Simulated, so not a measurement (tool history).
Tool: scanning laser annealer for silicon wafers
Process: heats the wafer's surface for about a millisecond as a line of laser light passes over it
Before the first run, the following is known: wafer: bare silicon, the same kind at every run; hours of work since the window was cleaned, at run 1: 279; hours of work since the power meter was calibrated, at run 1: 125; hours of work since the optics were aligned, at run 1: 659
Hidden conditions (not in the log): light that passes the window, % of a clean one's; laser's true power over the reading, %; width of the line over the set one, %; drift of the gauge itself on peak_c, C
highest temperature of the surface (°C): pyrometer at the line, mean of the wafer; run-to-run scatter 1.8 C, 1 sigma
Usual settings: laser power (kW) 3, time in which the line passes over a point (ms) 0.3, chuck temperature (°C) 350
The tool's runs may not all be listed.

run	hour	laser power (kW)	time in which the line passes over a point (ms)	chuck temperature (°C)	hours of work since the window was cleaned	hours of work since the power meter was calibrated	hours of work since the optics were aligned	highest temperature of the surface (°C)
1	0	3	0.3	350	279	125	659	1041
2	4.9	3	0.3	350	281	127	661	1040
3	16	3	0.3	350	286	131	666	1039
4	24.8	3	0.3	350	289	135	670	1042
5	30.4	3	0.3	350	292	137	672	1040
6	40.9	3	0.339	350	296	142	676	1084
7	50.4	3.13	0.3	350	300	146	680	1068
8	54.9	3.13	0.3	350	302	147	682	1070
# hour 59.7: window over the wafer cleaned
9	65.9	3.13	0.3	350	3	151	686	1094
10	77	3	0.3	350	7	156	690	1062
11	83.6	3	0.3	350	10	158	693	1068
12	89.2	3	0.3	350	12	161	695	1063
13	97.1	3	0.3	350	15	164	699	1063
14	103	3	0.3	350	18	166	701	1063
15	113.7	3	0.3	350	22	171	705	1064
16	122	3.137	0.3	321	26	174	709	1066
17	132.1	3.137	0.3	321	30	178	713	1064
18	140.5	2.835	0.377	347	33	182	717	1105
19	147.1	2.835	0.377	347	36	185	719	1104
20	158	3	0.318	346	41	189	724	1079
21	165.7	2.683	0.265	327	44	192	727	922
22	172.3	2.79	0.3	330	47	195	730	990
23	179	3	0.236	381	49	198	732	1007
24	184.1	2.651	0.3	375	51	200	735	1009
25	193.5	2.651	0.3	375	55	204	738	1004
26	204.4	3.2	0.3	323	60	208	743	1076

What will run 27 give?
27	211.3	3.22	0.3	381	63	211	746	?

Run 27 gave highest temperature of the surface (°C) 1137.
Were there no unlogged condition in the tool, this run, its random variation unchanged, would have produced highest temperature of the surface (°C) 1152.
